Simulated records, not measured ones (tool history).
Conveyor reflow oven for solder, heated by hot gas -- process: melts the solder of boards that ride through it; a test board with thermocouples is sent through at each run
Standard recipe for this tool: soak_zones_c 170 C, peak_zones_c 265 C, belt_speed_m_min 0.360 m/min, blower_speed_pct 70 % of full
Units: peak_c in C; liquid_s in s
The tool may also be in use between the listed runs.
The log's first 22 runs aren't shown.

Run 23, day 12.579: usual settings but soak_zones_c 171 C, peak_zones_c 269 C. Result: peak_c 255.4 C, liquid_s 79.5 s.
Run 24, day 13.112: usual settings but soak_zones_c 171 C, peak_zones_c 269 C. Result: peak_c 255.7 C, liquid_s 79.4 s.
Run 25, day 13.621: usual settings but soak_zones_c 171 C, peak_zones_c 269 C. Result: peak_c 255.6 C, liquid_s 79.4 s.
Run 26, day 14.388: usual settings but soak_zones_c 171 C, peak_zones_c 269 C. Result: peak_c 255.5 C, liquid_s 79.4 s.
Run 27, day 14.767: usual settings but peak_zones_c 267 C, belt_speed_m_min 0.339 m/min. Result: peak_c 254.8 C, liquid_s 83.3 s.
Run 28, day 15.550: usual settings but soak_zones_c 169 C, peak_zones_c 272 C, belt_speed_m_min 0.358 m/min, blower_speed_pct 61 % of full. Result: peak_c 255.4 C, liquid_s 78.5 s.
Run 29, day 16.225: usual settings but soak_zones_c 169 C, peak_zones_c 272 C, belt_speed_m_min 0.358 m/min, blower_speed_pct 61 % of full. Result: peak_c 256.1 C, liquid_s 78.1 s.
Run 30, day 16.988: usual settings but soak_zones_c 169 C, peak_zones_c 272 C, belt_speed_m_min 0.358 m/min, blower_speed_pct 61 % of full. Result: peak_c 255.6 C, liquid_s 79.0 s.

Alternative continuations, all from the tool just after run 30; predict every row:
At day 17.800: belt drive overhauled, speed set with a stopwatch.
Run A, day 17.800: usual settings but soak_zones_c 160 C, peak_zones_c 272 C, belt_speed_m_min 0.291 m/min, blower_speed_pct 79 % of full. Result: peak_c ?, liquid_s ?.
At day 17.800: belt drive overhauled, speed set with a stopwatch.
Run B, day 17.800: usual settings but soak_zones_c 161 C, peak_zones_c 272 C, belt_speed_m_min 0.340 m/min, blower_speed_pct 72 % of full. Result: peak_c ?, liquid_s ?.
At day 17.800: belt drive overhauled, speed set with a stopwatch.
Run C, day 17.800: usual settings but soak_zones_c 169 C, peak_zones_c 253 C, belt_speed_m_min 0.358 m/min, blower_speed_pct 61 % of full. Result: peak_c ?, liquid_s ?.

run  peak_c  liquid_s
  A   263.4     100.8
  B   257.4      80.1
  C   237.9      56.8
Without the tool's unlogged condition, the same runs would have read:
run  peak_c  liquid_s
  A   265.7     102.9
  B   259.8      82.2
  C   240.1      60.3

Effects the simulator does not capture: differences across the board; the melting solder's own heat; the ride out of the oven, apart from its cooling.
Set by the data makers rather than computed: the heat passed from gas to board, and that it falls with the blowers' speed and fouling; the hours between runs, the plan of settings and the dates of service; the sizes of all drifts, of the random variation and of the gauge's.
